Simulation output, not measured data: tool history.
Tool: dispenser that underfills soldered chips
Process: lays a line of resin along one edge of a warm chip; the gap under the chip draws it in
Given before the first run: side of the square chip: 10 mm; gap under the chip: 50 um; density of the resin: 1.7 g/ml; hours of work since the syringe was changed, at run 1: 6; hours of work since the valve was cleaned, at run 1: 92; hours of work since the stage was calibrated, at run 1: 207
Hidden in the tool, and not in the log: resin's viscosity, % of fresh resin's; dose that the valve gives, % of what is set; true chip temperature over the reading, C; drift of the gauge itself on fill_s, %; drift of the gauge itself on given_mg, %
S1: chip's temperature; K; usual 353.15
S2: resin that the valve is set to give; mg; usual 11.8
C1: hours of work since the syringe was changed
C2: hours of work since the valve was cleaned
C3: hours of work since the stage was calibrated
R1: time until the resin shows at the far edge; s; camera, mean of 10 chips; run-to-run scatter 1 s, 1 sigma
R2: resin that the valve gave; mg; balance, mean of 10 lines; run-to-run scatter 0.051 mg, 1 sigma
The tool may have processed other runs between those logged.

| run | hour | S1 | S2 | C1 | C2 | C3 | R1 | R2 |
|---|---|---|---|---|---|---|---|---|
| 1 | 0.0 | 353.15 | 11.8 | 6 | 92 | 207 | 125.3 | 11.15 |
|  | 5.6 | new syringe of resin |
| 2 | 10.7 | 353.15 | 11.8 | 4 | 100 | 215 | 114.5 | 11.09 |
|  | 18.5 | new syringe of resin |
| 3 | 19.0 | 353.15 | 11.8 | 0 | 106 | 221 | 95.3 | 10.99 |
|  | 31.4 | new syringe of resin |
| 4 | 34.0 | 353.15 | 11.8 | 2 | 117 | 232 | 103.5 | 10.94 |
| 5 | 43.4 | 341.15 | 11.8 | 9 | 124 | 239 | 270.1 | 10.87 |
|  | 44.5 | new syringe of resin |
|  | 57.1 | new syringe of resin |
| 6 | 58.1 | 338.15 | 11.8 | 1 | 134 | 249 | 210.9 | 10.80 |
| 7 | 66.9 | 338.15 | 11.8 | 7 | 141 | 256 | 296.8 | 10.70 |
|  | 70.9 | new syringe of resin |
|  | 73.4 | dispensing valve cleaned and set on the balance |
| 8 | 80.7 | 338.15 | 11.8 | 7 | 5 | 265 | 275.7 | 11.79 |
|  | 85.0 | new syringe of resin |
| 9 | 91.3 | 338.15 | 11.8 | 5 | 13 | 273 | 246.3 | 11.71 |
|  | 97.8 | new syringe of resin |
| 10 | 108.9 | 359.15 | 10.1 | 8 | 26 | 286 | 106.7 | 9.92 |
|  | 110.8 | new syringe of resin |
|  | 123.4 | new syringe of resin |
| 11 | 126.7 | 359.15 | 10.1 | 2 | 39 | 299 | 78.3 | 9.80 |
|  | 135.9 | new syringe of resin |
| 12 | 137.6 | 365.15 | 10.7 | 1 | 47 | 307 | 56.1 | 10.34 |
|  | 149.0 | new syringe of resin |
| 13 | 154.7 | 365.15 | 10.7 | 4 | 60 | 320 | 64.0 | 10.23 |
|  | 157.8 | stage's temperature calibrated |
|  | 163.0 | new syringe of resin |
| 14 | 171.5 | 365.15 | 10.7 | 6 | 71 | 10 | 80.3 | 10.14 |

Alternative continuations, all from the tool just after run 14; predict every row:
|  | 175.6 | new syringe of resin |
| A | 181.4 | 354.15 | 14.9 | 4 | 79 | 17 | ? | ? |
|  | 175.6 | new syringe of resin |
| B | 181.4 | 359.15 | 11.5 | 4 | 79 | 17 | ? | ? |
|  | 175.6 | new syringe of resin |
| C | 181.4 | 345.15 | 11.8 | 4 | 79 | 17 | ? | ? |

| run | R1 | R2 |
|---|---|---|
| A | 113.4 | 14.26 |
| B | 94.2 | 10.88 |
| C | 185.4 | 11.22 |
With the hidden condition removed and each run's random variation left untouched, the same runs would have given:
| run | R1 | R2 |
|---|---|---|
| A | 88.7 | 15.08 |
| B | 73.0 | 11.52 |
| C | 143.6 | 11.87 |
